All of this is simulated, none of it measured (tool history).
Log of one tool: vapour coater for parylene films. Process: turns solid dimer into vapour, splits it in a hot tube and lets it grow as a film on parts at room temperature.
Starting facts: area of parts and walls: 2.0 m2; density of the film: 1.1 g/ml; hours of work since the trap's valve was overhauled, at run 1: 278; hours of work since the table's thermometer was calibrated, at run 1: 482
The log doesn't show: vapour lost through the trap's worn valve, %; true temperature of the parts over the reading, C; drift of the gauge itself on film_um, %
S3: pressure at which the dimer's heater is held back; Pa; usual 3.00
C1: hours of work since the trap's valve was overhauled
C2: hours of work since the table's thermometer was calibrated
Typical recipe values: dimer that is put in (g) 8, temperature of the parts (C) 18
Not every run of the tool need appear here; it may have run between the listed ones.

{"run": 1, "hour": 0.0, "dimer that is put in (g)": 8, "temperature of the parts (C)": 18, "S3": 3.0, "C1": 278, "C2": 482, "thickness of the film (µm)": 1.95}
{"hour": 15.9, "done": "trap's valve overhauled"}
{"run": 2, "hour": 20.4, "dimer that is put in (g)": 3, "temperature of the parts (C)": 18, "S3": 3.0, "C1": 4, "C2": 497, "thickness of the film (µm)": 0.72}
{"run": 3, "hour": 33.1, "dimer that is put in (g)": 3, "temperature of the parts (C)": 18, "S3": 3.0, "C1": 15, "C2": 508, "thickness of the film (µm)": 0.74}
{"run": 4, "hour": 45.4, "dimer that is put in (g)": 3, "temperature of the parts (C)": 18, "S3": 3.0, "C1": 26, "C2": 519, "thickness of the film (µm)": 0.74}
{"run": 5, "hour": 59.3, "dimer that is put in (g)": 8, "temperature of the parts (C)": 18, "S3": 2.52, "C1": 39, "C2": 532, "thickness of the film (µm)": 2.0}
{"run": 6, "hour": 74.2, "dimer that is put in (g)": 8, "temperature of the parts (C)": 18, "S3": 5.28, "C1": 52, "C2": 545, "thickness of the film (µm)": 1.85}
{"run": 7, "hour": 88.3, "dimer that is put in (g)": 8, "temperature of the parts (C)": 18, "S3": 5.28, "C1": 64, "C2": 557, "thickness of the film (µm)": 1.86}
{"run": 8, "hour": 100.9, "dimer that is put in (g)": 8, "temperature of the parts (C)": 18, "S3": 5.12, "C1": 76, "C2": 569, "thickness of the film (µm)": 1.85}
{"run": 9, "hour": 110.1, "dimer that is put in (g)": 8, "temperature of the parts (C)": 18, "S3": 5.12, "C1": 84, "C2": 577, "thickness of the film (µm)": 1.84}
{"run": 10, "hour": 122.3, "dimer that is put in (g)": 8, "temperature of the parts (C)": 18, "S3": 3.0, "C1": 95, "C2": 588, "thickness of the film (µm)": 1.98}
{"run": 11, "hour": 138.6, "dimer that is put in (g)": 8, "temperature of the parts (C)": 18, "S3": 3.0, "C1": 109, "C2": 602, "thickness of the film (µm)": 1.97}
{"run": 12, "hour": 151.7, "dimer that is put in (g)": 6, "temperature of the parts (C)": 18, "S3": 3.0, "C1": 121, "C2": 614, "thickness of the film (µm)": 1.46}
{"run": 13, "hour": 163.2, "dimer that is put in (g)": 8, "temperature of the parts (C)": 17, "S3": 3.0, "C1": 131, "C2": 624, "thickness of the film (µm)": 2.0}
{"run": 14, "hour": 175.8, "dimer that is put in (g)": 8, "temperature of the parts (C)": 17, "S3": 3.0, "C1": 142, "C2": 635, "thickness of the film (µm)": 2.01}
{"run": 15, "hour": 183.0, "dimer that is put in (g)": 8, "temperature of the parts (C)": 17, "S3": 3.0, "C1": 149, "C2": 642, "thickness of the film (µm)": 2.01}
{"run": 16, "hour": 195.7, "dimer that is put in (g)": 8, "temperature of the parts (C)": 18, "S3": 3.0, "C1": 160, "C2": 653, "thickness of the film (µm)": 1.93}
{"run": 17, "hour": 208.6, "dimer that is put in (g)": 8, "temperature of the parts (C)": 18, "S3": 3.0, "C1": 171, "C2": 664, "thickness of the film (µm)": 1.91}
{"run": 18, "hour": 222.0, "dimer that is put in (g)": 8, "temperature of the parts (C)": 19, "S3": 3.0, "C1": 183, "C2": 676, "thickness of the film (µm)": 1.92}
{"run": 19, "hour": 229.7, "dimer that is put in (g)": 11, "temperature of the parts (C)": 18, "S3": 2.5, "C1": 190, "C2": 683, "thickness of the film (µm)": 2.71}
{"run": 20, "hour": 244.5, "dimer that is put in (g)": 11, "temperature of the parts (C)": 18, "S3": 2.5, "C1": 203, "C2": 696, "thickness of the film (µm)": 2.76}
{"run": 21, "hour": 255.1, "dimer that is put in (g)": 12, "temperature of the parts (C)": 15, "S3": 3.0, "C1": 213, "C2": 706, "thickness of the film (µm)": 3.12}
{"run": 22, "hour": 262.0, "dimer that is put in (g)": 12, "temperature of the parts (C)": 15, "S3": 3.0, "C1": 219, "C2": 712, "thickness of the film (µm)": 3.05}
{"run": 23, "hour": 273.1, "dimer that is put in (g)": 12, "temperature of the parts (C)": 15, "S3": 3.0, "C1": 229, "C2": 722, "thickness of the film (µm)": 3.1}
{"run": 24, "hour": 282.1, "dimer that is put in (g)": 10, "temperature of the parts (C)": 18, "S3": 2.14, "C1": 237, "C2": 730, "thickness of the film (µm)": 2.54}
{"run": 25, "hour": 291.7, "dimer that is put in (g)": 13, "temperature of the parts (C)": 12, "S3": 3.0, "C1": 246, "C2": 739, "thickness of the film (µm)": 3.5}
{"run": 26, "hour": 303.3, "dimer that is put in (g)": 13, "temperature of the parts (C)": 12, "S3": 3.0, "C1": 256, "C2": 749, "thickness of the film (µm)": 3.56}
{"run": 27, "hour": 311.8, "dimer that is put in (g)": 13, "temperature of the parts (C)": 12, "S3": 3.0, "C1": 263, "C2": 756, "thickness of the film (µm)": 3.58}
{"run": 28, "hour": 324.5, "dimer that is put in (g)": 6, "temperature of the parts (C)": 11, "S3": 3.0, "C1": 275, "C2": 768, "thickness of the film (µm)": 1.67}
{"hour": 344.1, "done": "trap's valve overhauled"}
{"run": 29, "hour": 345.2, "dimer that is put in (g)": 12, "temperature of the parts (C)": 20, "S3": 3.0, "C1": 1, "C2": 783, "thickness of the film (µm)": 2.83}
{"run": 30, "hour": 356.9, "dimer that is put in (g)": 12, "temperature of the parts (C)": 20, "S3": 3.0, "C1": 11, "C2": 793, "thickness of the film (µm)": 2.86}
{"run": 31, "hour": 370.2, "dimer that is put in (g)": 12, "temperature of the parts (C)": 20, "S3": 3.0, "C1": 23, "C2": 805, "thickness of the film (µm)": 2.79}
{"run": 32, "hour": 382.4, "dimer that is put in (g)": 6, "temperature of the parts (C)": 11, "S3": 3.0, "C1": 34, "C2": 816, "thickness of the film (µm)": 1.69}
{"run": 33, "hour": 398.1, "dimer that is put in (g)": 9, "temperature of the parts (C)": 11, "S3": 2.57, "C1": 48, "C2": 830, "thickness of the film (µm)": 2.57}

Here are 4 independent what-if runs from the current tool condition. What would each one return?
{"run": "A", "hour": 408.1, "dimer that is put in (g)": 12, "temperature of the parts (C)": 11, "S3": 5.19, "C1": 57, "C2": 839, "thickness of the film (µm)": "?"}
{"run": "B", "hour": 408.1, "dimer that is put in (g)": 9, "temperature of the parts (C)": 11, "S3": 4.01, "C1": 57, "C2": 839, "thickness of the film (µm)": "?"}
{"run": "C", "hour": 408.1, "dimer that is put in (g)": 6, "temperature of the parts (C)": 11, "S3": 2.59, "C1": 57, "C2": 839, "thickness of the film (µm)": "?"}
{"run": "D", "hour": 408.1, "dimer that is put in (g)": 10, "temperature of the parts (C)": 18, "S3": 3.0, "C1": 57, "C2": 839, "thickness of the film (µm)": "?"}

run=A thickness_of_the_film_(µm)=3.20
run=B thickness_of_the_film_(µm)=2.47
run=C thickness_of_the_film_(µm)=1.72
run=D thickness_of_the_film_(µm)=2.46
Take away the tool's hidden state, keep each run's random variation, and the runs would have read:
run=A thickness_of_the_film_(µm)=3.21
run=B thickness_of_the_film_(µm)=2.48
run=C thickness_of_the_film_(µm)=1.72
run=D thickness_of_the_film_(µm)=2.46
